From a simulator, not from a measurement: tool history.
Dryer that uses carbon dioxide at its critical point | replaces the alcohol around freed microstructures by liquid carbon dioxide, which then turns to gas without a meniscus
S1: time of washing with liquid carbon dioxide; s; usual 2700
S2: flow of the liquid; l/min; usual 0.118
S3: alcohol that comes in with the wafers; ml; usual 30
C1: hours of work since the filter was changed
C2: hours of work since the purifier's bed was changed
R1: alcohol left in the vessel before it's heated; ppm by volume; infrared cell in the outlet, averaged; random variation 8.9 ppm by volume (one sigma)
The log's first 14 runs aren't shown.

run,hour,S1,S2,S3,C1,C2,R1
15,273.9,3540,0.118,30,385,450,425
16,296.4,2700,0.095,30,396,461,1918
17,319,2700,0.118,30,407,472,1023
18,331.5,3120,0.078,20,413,478,1489
19,347.6,3120,0.078,20,421,486,1505
# hour 360.6: inlet filter changed
20,363.8,3120,0.173,24,2,493,162
21,383.3,3120,0.173,24,11,502,180
22,406.7,1980,0.137,30,22,513,1097
23,417.5,3780,0.118,97,27,519,495
24,436,1740,0.118,97,36,528,7239
25,455.9,2700,0.118,69,46,537,1393
26,467.1,2880,0.175,31,51,543,220
27,490,2880,0.175,31,62,554,221
28,500.2,2700,0.118,26,67,558,639

The next listed run, before its measurement:
29,516.4,2700,0.118,26,75,566,?

Run 29 gave R1 672 ppm by volume.
Without the tool's hidden state the same run would have given R1 444 ppm by volume.
